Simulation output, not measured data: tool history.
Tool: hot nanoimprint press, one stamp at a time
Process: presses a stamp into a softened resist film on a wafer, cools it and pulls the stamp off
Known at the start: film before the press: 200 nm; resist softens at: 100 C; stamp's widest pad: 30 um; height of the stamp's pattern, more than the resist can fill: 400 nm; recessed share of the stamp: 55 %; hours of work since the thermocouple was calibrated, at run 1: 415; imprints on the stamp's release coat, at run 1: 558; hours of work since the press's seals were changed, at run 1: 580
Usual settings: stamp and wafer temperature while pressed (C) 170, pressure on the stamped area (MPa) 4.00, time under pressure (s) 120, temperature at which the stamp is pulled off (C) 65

run	hour	stamp and wafer temperature while pressed (C)	pressure on the stamped area (MPa)	time under pressure (s)	temperature at which the stamp is pulled off (C)	hours of work since the thermocouple was calibrated	imprints on the stamp's release coat	hours of work since the press's seals were changed	resist left under the stamp's widest pad (nm)	greatest force while the stamp is pulled off (N)
1	0.0	170	4.00	120	65	415	558	580	111.8	192
2	16.3	170	4.00	120	65	428	640	593	111.3	190
3	39.1	175	4.00	120	65	446	754	611	96.6	201
4	57.8	175	4.00	120	65	461	847	626	95.9	202
5	83.2	170	3.42	120	65	481	974	646	117.7	205
6	113.6	170	3.42	120	65	505	1126	670	117.2	202
7	138.7	170	3.42	120	65	525	1251	690	117.4	211
8	167.1	170	4.00	71	65	547	1393	713	129.3	219
# hour 189.7: plate thermocouple calibrated
9	199.3	181	5.20	187	60	8	1539	736	64.5	255
10	225.7	170	4.00	120	60	29	1671	757	117.6	262
11	252.2	170	4.00	129	65	50	1804	778	114.5	237
12	282.1	170	4.00	91	65	74	1953	802	126.5	251
13	295.1	170	4.00	72	73	84	2018	812	135.7	226
14	308.2	179	5.67	190	53	94	2084	823	64.6	311

Forecast run 15:
# hour 332.0: stamp cleaned and given a new release coat
15	341.9	170	4.00	120	66	116	49	845	?	?

resist left under the stamp's widest pad (nm): 116.4
greatest force while the stamp is pulled off (N): 171
Without the tool's hidden state the same run would have given resist left under the stamp's widest pad (nm) 115.9, greatest force while the stamp is pulled off (N) 171.
